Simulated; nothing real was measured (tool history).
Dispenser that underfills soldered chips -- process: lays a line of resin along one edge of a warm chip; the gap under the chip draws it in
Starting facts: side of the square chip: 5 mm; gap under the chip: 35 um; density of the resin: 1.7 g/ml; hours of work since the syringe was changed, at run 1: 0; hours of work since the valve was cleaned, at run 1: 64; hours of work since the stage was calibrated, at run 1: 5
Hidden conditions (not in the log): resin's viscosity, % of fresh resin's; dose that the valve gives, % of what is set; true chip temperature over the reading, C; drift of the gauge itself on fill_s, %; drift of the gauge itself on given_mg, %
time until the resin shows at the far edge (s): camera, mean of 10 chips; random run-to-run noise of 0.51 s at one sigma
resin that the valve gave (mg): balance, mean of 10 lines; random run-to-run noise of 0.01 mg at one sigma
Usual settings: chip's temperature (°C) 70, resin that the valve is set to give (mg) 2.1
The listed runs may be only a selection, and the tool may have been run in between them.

run   hour  chip's temperature (°C)  resin that the valve is set to give (mg)  hours of work since the syringe was changed  hours of work since the valve was cleaned  hours of work since the stage was calibrated  time until the resin shows at the far edge (s)  resin that the valve gave (mg)
  1      0                       70                                       2.1                                            0                                         64                                             5                                            40.3                            1.98
  2    4.3                       70                                       2.1                                            3                                         67                                             8                                            48.3                            1.96
  3    6.6                       70                                       2.1                                            4                                         69                                             9                                              54                            1.97
        10  -- new syringe of resin
  4     11                       70                                       2.1                                            1                                         71                                            12                                            45.7                            1.96
        14  -- dispensing valve cleaned and set on the balance
  5   16.3                       70                                       2.1                                            3                                          2                                            15                                            52.2                            2.12
  6   18.7                       70                                       2.1                                            5                                          3                                            16                                            55.8                             2.1
      21.3  -- new syringe of resin
  7   23.2                       70                                       2.1                                            1                                          6                                            19                                            44.6                            2.09
  8   27.1                       70                                       2.1                                            4                                          8                                            22                                            50.1                            2.09
  9   30.5                       70                                       2.1                                            6                                         11                                            24                                              58                            2.09
      31.4  -- new syringe of resin
 10   35.4                       70                                      1.96                                            3                                         14                                            27                                            49.4                            1.95
 11   37.7                       70                                      1.96                                            4                                         15                                            28                                            53.6                            1.94
 12     41                       70                                      1.96                                            6                                         17                                            31                                            60.1                            1.95
      41.6  -- new syringe of resin
 13   45.5                       62                                       2.1                                            3                                         20                                            33                                            68.9                            2.07
 14   47.9                       55                                       2.1                                            4                                         22                                            35                                           109.3                            2.07
      51.8  -- new syringe of resin
 15   52.5                       55                                       2.1                                            0                                         25                                            38                                            87.8                            2.05
 16   55.1                       55                                       2.1                                            2                                         26                                            40                                            97.4                            2.06
 17   58.4                       70                                       2.1                                            4                                         29                                            42                                            54.3                            2.07
        62  -- new syringe of resin
 18   62.5                       58                                       2.1                                            0                                         31                                            44                                            75.9                            2.05
 19     65                       75                                       1.8                                            2                                         33                                            46                                            39.9                            1.76
 20   68.2                       69                                       1.8                                            4                                         35                                            48                                              59                            1.76
 21   70.4                       69                                       1.8                                            6                                         36                                            49                                            63.4                            1.74
      72.2  -- new syringe of resin
 22     75                       60                                      2.66                                            2                                         39                                            52                                            73.5                            2.58
 23   78.5                       60                                      2.66                                            4                                         41                                            55                                            83.5                            2.56
 24   80.7                       71                                       2.5                                            6                                         43                                            56                                            54.9                            2.43
      82.3  -- new syringe of resin
 25   85.3                       66                                      2.06                                            2                                         46                                            59                                            56.5                            1.98
 26   89.8                       78                                      1.89                                            5                                         49                                            62                                            39.5                            1.82
      92.3  -- new syringe of resin
 27     93                       78                                      1.89                                            0                                         51                                            64                                            31.6                             1.8
 28   96.5                       78                                      1.89                                            3                                         53                                            66                                            36.1                            1.81
 29  100.8                       62                                      2.17                                            6                                         56                                            69                                            86.8                            2.06
     102.4  -- new syringe of resin
 30  105.2                       62                                      2.17                                            2                                         58                                            72                                            68.5                            2.06
 31    108                       57                                       2.4                                            4                                         60                                            73                                            97.6                            2.27
 32  112.1                       57                                       2.4                                            6                                         63                                            76                                           113.3                            2.26
     112.7  -- new syringe of resin
 33  116.1                       60                                       2.4                                            2                                         65                                            79                                            76.5                            2.28
 34  118.4                       81                                      2.41                                            4                                         67                                            80                                            31.7                            2.25
 35  120.9                       81                                      2.69                                            5                                         69                                            82                                            33.7                            2.55

What if the next run were any one of these 4? Each begins from the tool's condition after run 35:
     122.9  -- new syringe of resin
  A  124.7                       57                                       2.6                                            1                                         71                                            84                                               ?                               ?
     122.9  -- new syringe of resin
  B  124.7                       75                                      2.69                                            1                                         71                                            84                                               ?                               ?
     122.9  -- new syringe of resin
  C  124.7                       81                                      2.61                                            1                                         71                                            84                                               ?                               ?
     122.9  -- new syringe of resin
  D  124.7                       71                                      2.69                                            1                                         71                                            84                                               ?                               ?

run  time until the resin shows at the far edge (s)  resin that the valve gave (mg)
  A                                            82.1                            2.44
  B                                            35.6                            2.51
  C                                            26.7                            2.44
  D                                              42                            2.53
Had the tool no hidden state, the same runs would have come out as:
run  time until the resin shows at the far edge (s)  resin that the valve gave (mg)
  A                                              74                             2.6
  B                                            32.2                            2.67
  C                                            24.1                             2.6
  D                                              38                            2.69
